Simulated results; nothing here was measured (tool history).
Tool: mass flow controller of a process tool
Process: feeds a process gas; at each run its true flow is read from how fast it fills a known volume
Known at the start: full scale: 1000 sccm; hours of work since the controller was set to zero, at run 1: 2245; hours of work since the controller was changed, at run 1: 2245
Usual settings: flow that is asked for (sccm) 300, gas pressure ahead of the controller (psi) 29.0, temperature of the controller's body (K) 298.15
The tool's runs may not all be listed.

| run | hour | flow that is asked for (sccm) | gas pressure ahead of the controller (psi) | temperature of the controller's body (K) | hours of work since the controller was set to zero | hours of work since the controller was changed | true flow (%) |
|---|---|---|---|---|---|---|---|
| 1 | 0.0 | 300 | 29.0 | 298.15 | 2245 | 2245 | 102.10 |
| 2 | 65.2 | 300 | 29.0 | 298.15 | 2296 | 2296 | 102.13 |
| 3 | 166.4 | 300 | 29.0 | 298.15 | 2376 | 2376 | 102.30 |
| 4 | 309.9 | 300 | 29.0 | 298.15 | 2489 | 2489 | 102.42 |
| 5 | 452.6 | 300 | 29.0 | 298.15 | 2601 | 2601 | 102.58 |
| 6 | 611.2 | 300 | 29.0 | 298.15 | 2725 | 2725 | 102.66 |
| 7 | 701.3 | 156 | 21.6 | 293.15 | 2796 | 2796 | 104.58 |
| 8 | 851.1 | 156 | 21.6 | 293.15 | 2914 | 2914 | 104.65 |
| 9 | 965.4 | 156 | 21.6 | 293.15 | 3004 | 3004 | 105.04 |

Run 10 comes next. What will it give?
| 10 | 1088.0 | 156 | 21.6 | 293.15 | 3100 | 3100 | ? |

Run 10 gave true flow (%) 105.34.
Without the tool's hidden state the same run would have given true flow (%) 99.03.

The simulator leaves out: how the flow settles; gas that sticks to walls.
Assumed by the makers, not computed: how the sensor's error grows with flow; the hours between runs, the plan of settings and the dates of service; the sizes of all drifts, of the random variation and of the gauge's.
